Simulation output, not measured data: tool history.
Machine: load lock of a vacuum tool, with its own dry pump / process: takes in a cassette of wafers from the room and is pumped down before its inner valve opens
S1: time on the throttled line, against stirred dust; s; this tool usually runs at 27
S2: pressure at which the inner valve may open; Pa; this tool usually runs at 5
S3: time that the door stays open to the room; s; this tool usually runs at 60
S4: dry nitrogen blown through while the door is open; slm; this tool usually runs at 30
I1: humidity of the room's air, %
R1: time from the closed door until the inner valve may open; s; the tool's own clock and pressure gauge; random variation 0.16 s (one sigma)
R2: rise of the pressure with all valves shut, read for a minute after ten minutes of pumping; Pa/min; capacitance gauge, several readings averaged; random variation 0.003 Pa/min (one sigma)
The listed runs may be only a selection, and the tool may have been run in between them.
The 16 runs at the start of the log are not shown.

Run 17, hour 2410.7: usual settings but S1 24 s; I1 45.7. Result: R1 52.5 s, R2 0.062 Pa/min.
Run 18, hour 2533.9: usual settings but S1 24 s; I1 46.1. Result: R1 52.6 s, R2 0.070 Pa/min.
Run 19, hour 2661.6: usual settings but S1 33 s, S2 8 Pa, S3 112 s, S4 16 slm; I1 48.2. Result: R1 57.5 s, R2 0.091 Pa/min.
Run 20, hour 2870.0: usual settings but S1 33 s, S2 8 Pa, S3 112 s, S4 20 slm; I1 44.5. Result: R1 57.3 s, R2 0.086 Pa/min.
Run 21, hour 2957.2: usual settings but S1 33 s, S2 8 Pa, S3 112 s, S4 20 slm; I1 44.1. Result: R1 57.2 s, R2 0.090 Pa/min.
Run 22, hour 3071.5: usual settings but S1 19 s, S2 6 Pa, S4 31 slm; I1 44.7. Result: R1 48.4 s, R2 0.081 Pa/min.
Run 23, hour 3184.9: usual settings but S1 26 s, S2 7 Pa, S3 159 s, S4 5 slm; I1 42.9. Result: R1 52.8 s, R2 0.128 Pa/min.
Run 24, hour 3270.4: usual settings but S1 26 s, S2 7 Pa, S3 80 s, S4 5 slm; I1 44.3. Result: R1 52.9 s, R2 0.110 Pa/min.
Run 25, hour 3370.8: usual settings but S1 26 s, S2 7 Pa, S3 80 s, S4 5 slm; I1 41.8. Result: R1 52.9 s, R2 0.106 Pa/min.
Run 26, hour 3574.1: usual settings but S1 26 s, S2 8 Pa, S3 41 s, S4 5 slm; I1 43.4. Result: R1 52.4 s, R2 0.107 Pa/min.
Run 27, hour 3775.7: usual settings but S1 26 s, S2 8 Pa, S3 41 s, S4 5 slm; I1 44.5. Result: R1 52.7 s, R2 0.107 Pa/min.
Run 28, hour 3902.5: usual settings but S1 26 s, S2 8 Pa, S3 41 s, S4 5 slm; I1 45.3. Result: R1 52.3 s, R2 0.105 Pa/min.
Run 29, hour 4087.4: usual settings but S1 26 s, S2 8 Pa, S3 41 s, S4 5 slm; I1 46.7. Result: R1 52.3 s, R2 0.117 Pa/min.
Run 30, hour 4173.6: usual settings but S1 24 s, S3 28 s; I1 47.3. Result: R1 53.0 s, R2 0.081 Pa/min.
Run 31, hour 4371.0: usual settings but S1 24 s, S2 6 Pa, S3 161 s; I1 45.6. Result: R1 52.3 s, R2 0.097 Pa/min.
Run 32, hour 4484.9: usual settings but S1 41 s, S4 24 slm; I1 44.3. Result: R1 64.9 s, R2 0.091 Pa/min.
Run 33, hour 4606.7: usual settings but S1 41 s, S4 24 slm; I1 46.1. Result: R1 65.3 s, R2 0.105 Pa/min.
Run 34, hour 4714.0: usual settings but S1 41 s, S4 9 slm; I1 46.7. Result: R1 65.1 s, R2 0.116 Pa/min.
Run 35, hour 4817.8: usual settings but S1 25 s, S3 69 s; I1 46.3. Result: R1 53.7 s, R2 0.100 Pa/min.
Run 36, hour 4963.6: usual settings but S1 20 s, S2 8 Pa, S3 119 s, S4 23 slm; I1 45.3. Result: R1 48.4 s, R2 0.107 Pa/min.

Predict each of these 3 candidate next runs independently; none follows another, all start after run 36:
Run A, hour 5151.3: usual settings but S1 45 s, S2 9 Pa; I1 41.6. Result: R1 ?, R2 ?.
Run B, hour 5151.3: usual settings but S1 20 s, S2 6 Pa, S3 119 s, S4 7 slm; I1 44.2. Result: R1 ?, R2 ?.
Run C, hour 5151.3: usual settings but S1 50 s, S4 25 slm; I1 44.6. Result: R1 ?, R2 ?.

run    R1     R2
  A  65.6  0.097
  B  49.5  0.135
  C  71.9  0.097
Take away the tool's hidden state, keep each run's random variation, and the runs would have read:
run    R1     R2
  A  64.9  0.028
  B  48.4  0.065
  C  71.2  0.026

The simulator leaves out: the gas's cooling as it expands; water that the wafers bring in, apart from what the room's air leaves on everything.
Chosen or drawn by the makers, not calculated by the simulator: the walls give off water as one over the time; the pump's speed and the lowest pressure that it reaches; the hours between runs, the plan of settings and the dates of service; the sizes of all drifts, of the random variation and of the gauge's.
